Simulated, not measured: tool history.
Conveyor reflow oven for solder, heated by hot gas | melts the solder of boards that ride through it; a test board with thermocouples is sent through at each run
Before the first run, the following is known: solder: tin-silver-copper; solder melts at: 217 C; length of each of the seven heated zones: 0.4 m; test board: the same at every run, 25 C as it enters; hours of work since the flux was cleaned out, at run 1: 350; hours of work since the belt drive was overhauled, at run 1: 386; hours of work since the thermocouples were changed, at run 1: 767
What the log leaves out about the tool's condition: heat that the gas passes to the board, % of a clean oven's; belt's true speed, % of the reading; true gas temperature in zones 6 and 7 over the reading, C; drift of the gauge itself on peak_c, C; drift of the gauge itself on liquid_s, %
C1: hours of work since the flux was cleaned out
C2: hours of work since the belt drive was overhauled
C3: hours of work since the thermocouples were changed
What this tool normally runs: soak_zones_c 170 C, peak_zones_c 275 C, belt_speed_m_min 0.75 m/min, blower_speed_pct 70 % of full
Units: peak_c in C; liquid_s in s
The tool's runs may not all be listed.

{"run": 1, "hour": 0.0, "soak_zones_c": 170, "peak_zones_c": 275, "belt_speed_m_min": 0.75, "blower_speed_pct": 70, "C1": 350, "C2": 386, "C3": 767, "peak_c": 251.3, "liquid_s": 46}
{"run": 2, "hour": 30.4, "soak_zones_c": 164, "peak_zones_c": 275, "belt_speed_m_min": 0.75, "blower_speed_pct": 70, "C1": 368, "C2": 403, "C3": 785, "peak_c": 250, "liquid_s": 43.2}
{"run": 3, "hour": 51.9, "soak_zones_c": 164, "peak_zones_c": 275, "belt_speed_m_min": 0.75, "blower_speed_pct": 70, "C1": 380, "C2": 416, "C3": 797, "peak_c": 249.9, "liquid_s": 42.7}
{"run": 4, "hour": 76.7, "soak_zones_c": 170, "peak_zones_c": 275, "belt_speed_m_min": 0.75, "blower_speed_pct": 70, "C1": 394, "C2": 430, "C3": 811, "peak_c": 250.1, "liquid_s": 45.1}
{"run": 5, "hour": 90.0, "soak_zones_c": 170, "peak_zones_c": 275, "belt_speed_m_min": 0.837, "blower_speed_pct": 70, "C1": 402, "C2": 437, "C3": 819, "peak_c": 245.7, "liquid_s": 36}
{"hour": 114.3, "done": "flux residue cleaned out of gas plates and filters"}
{"run": 6, "hour": 124.9, "soak_zones_c": 170, "peak_zones_c": 275, "belt_speed_m_min": 0.837, "blower_speed_pct": 70, "C1": 6, "C2": 455, "C3": 836, "peak_c": 251.6, "liquid_s": 40.5}
{"hour": 147.0, "done": "thermocouples of zones 6 and 7 changed"}
{"run": 7, "hour": 153.2, "soak_zones_c": 170, "peak_zones_c": 275, "belt_speed_m_min": 0.75, "blower_speed_pct": 70, "C1": 21, "C2": 470, "C3": 4, "peak_c": 255.9, "liquid_s": 48.9}
{"run": 8, "hour": 173.7, "soak_zones_c": 170, "peak_zones_c": 275, "belt_speed_m_min": 0.75, "blower_speed_pct": 70, "C1": 33, "C2": 481, "C3": 15, "peak_c": 255.7, "liquid_s": 48.8}
{"run": 9, "hour": 193.5, "soak_zones_c": 156, "peak_zones_c": 275, "belt_speed_m_min": 0.75, "blower_speed_pct": 70, "C1": 44, "C2": 493, "C3": 27, "peak_c": 253, "liquid_s": 43.8}
{"run": 10, "hour": 217.9, "soak_zones_c": 176, "peak_zones_c": 275, "belt_speed_m_min": 0.75, "blower_speed_pct": 70, "C1": 58, "C2": 506, "C3": 40, "peak_c": 257, "liquid_s": 50.9}
{"run": 11, "hour": 243.7, "soak_zones_c": 170, "peak_zones_c": 275, "belt_speed_m_min": 0.75, "blower_speed_pct": 70, "C1": 73, "C2": 521, "C3": 55, "peak_c": 256.4, "liquid_s": 48.4}
{"run": 12, "hour": 266.5, "soak_zones_c": 170, "peak_zones_c": 275, "belt_speed_m_min": 0.823, "blower_speed_pct": 70, "C1": 86, "C2": 534, "C3": 68, "peak_c": 251.7, "liquid_s": 41.1}
{"run": 13, "hour": 285.1, "soak_zones_c": 170, "peak_zones_c": 275, "belt_speed_m_min": 0.75, "blower_speed_pct": 70, "C1": 96, "C2": 545, "C3": 79, "peak_c": 255, "liquid_s": 48.4}
{"run": 14, "hour": 299.9, "soak_zones_c": 185, "peak_zones_c": 284, "belt_speed_m_min": 0.626, "blower_speed_pct": 70, "C1": 105, "C2": 553, "C3": 87, "peak_c": 271.1, "liquid_s": 72.6}
{"run": 15, "hour": 327.5, "soak_zones_c": 183, "peak_zones_c": 279, "belt_speed_m_min": 0.757, "blower_speed_pct": 54, "C1": 121, "C2": 569, "C3": 103, "peak_c": 254.8, "liquid_s": 50.9}
{"run": 16, "hour": 358.3, "soak_zones_c": 183, "peak_zones_c": 279, "belt_speed_m_min": 0.757, "blower_speed_pct": 54, "C1": 138, "C2": 587, "C3": 121, "peak_c": 255.4, "liquid_s": 51.3}
{"run": 17, "hour": 386.0, "soak_zones_c": 183, "peak_zones_c": 279, "belt_speed_m_min": 0.716, "blower_speed_pct": 54, "C1": 154, "C2": 602, "C3": 136, "peak_c": 257.2, "liquid_s": 55.6}
{"run": 18, "hour": 400.5, "soak_zones_c": 170, "peak_zones_c": 279, "belt_speed_m_min": 0.665, "blower_speed_pct": 70, "C1": 162, "C2": 611, "C3": 145, "peak_c": 262.2, "liquid_s": 59.6}
{"run": 19, "hour": 416.6, "soak_zones_c": 170, "peak_zones_c": 279, "belt_speed_m_min": 0.665, "blower_speed_pct": 62, "C1": 171, "C2": 620, "C3": 154, "peak_c": 260.3, "liquid_s": 57.7}
{"run": 20, "hour": 442.7, "soak_zones_c": 170, "peak_zones_c": 274, "belt_speed_m_min": 0.66, "blower_speed_pct": 70, "C1": 186, "C2": 635, "C3": 169, "peak_c": 257.5, "liquid_s": 57.5}
{"run": 21, "hour": 466.6, "soak_zones_c": 179, "peak_zones_c": 275, "belt_speed_m_min": 0.75, "blower_speed_pct": 74, "C1": 200, "C2": 648, "C3": 182, "peak_c": 256.6, "liquid_s": 52.4}
{"run": 22, "hour": 482.8, "soak_zones_c": 179, "peak_zones_c": 275, "belt_speed_m_min": 0.75, "blower_speed_pct": 74, "C1": 209, "C2": 658, "C3": 192, "peak_c": 256.5, "liquid_s": 51.7}
{"run": 23, "hour": 501.4, "soak_zones_c": 158, "peak_zones_c": 275, "belt_speed_m_min": 0.75, "blower_speed_pct": 78, "C1": 220, "C2": 668, "C3": 202, "peak_c": 253.4, "liquid_s": 44.2}
{"run": 24, "hour": 525.1, "soak_zones_c": 158, "peak_zones_c": 275, "belt_speed_m_min": 0.723, "blower_speed_pct": 78, "C1": 233, "C2": 682, "C3": 216, "peak_c": 254.7, "liquid_s": 47.3}
{"run": 25, "hour": 550.0, "soak_zones_c": 158, "peak_zones_c": 279, "belt_speed_m_min": 0.891, "blower_speed_pct": 82, "C1": 247, "C2": 696, "C3": 230, "peak_c": 250.3, "liquid_s": 35.2}

What if the next run were any one of these 5? Each begins from the tool's condition after run 25:
{"run": "A", "hour": 573.5, "soak_zones_c": 170, "peak_zones_c": 280, "belt_speed_m_min": 0.843, "blower_speed_pct": 53, "C1": 261, "C2": 709, "C3": 243, "peak_c": "?", "liquid_s": "?"}
{"run": "B", "hour": 573.5, "soak_zones_c": 177, "peak_zones_c": 275, "belt_speed_m_min": 0.615, "blower_speed_pct": 56, "C1": 261, "C2": 709, "C3": 243, "peak_c": "?", "liquid_s": "?"}
{"run": "C", "hour": 573.5, "soak_zones_c": 170, "peak_zones_c": 275, "belt_speed_m_min": 0.772, "blower_speed_pct": 70, "C1": 261, "C2": 709, "C3": 243, "peak_c": "?", "liquid_s": "?"}
{"run": "D", "hour": 573.5, "soak_zones_c": 158, "peak_zones_c": 289, "belt_speed_m_min": 0.891, "blower_speed_pct": 82, "C1": 261, "C2": 709, "C3": 243, "peak_c": "?", "liquid_s": "?"}
{"run": "E", "hour": 573.5, "soak_zones_c": 158, "peak_zones_c": 267, "belt_speed_m_min": 0.891, "blower_speed_pct": 82, "C1": 261, "C2": 709, "C3": 243, "peak_c": "?", "liquid_s": "?"}

run=A peak_c=245.8 liquid_s=36.1
run=B peak_c=257.3 liquid_s=63.9
run=C peak_c=252.4 liquid_s=44.6
run=D peak_c=257.6 liquid_s=38.8
run=E peak_c=240.4 liquid_s=28.4
Stripped of hidden state, with their random variation kept, the same runs would have yielded:
run=A peak_c=248.9 liquid_s=38
run=B peak_c=259.7 liquid_s=64.5
run=C peak_c=255.7 liquid_s=46.1
run=D peak_c=262 liquid_s=40.5
run=E peak_c=244.3 liquid_s=31.4
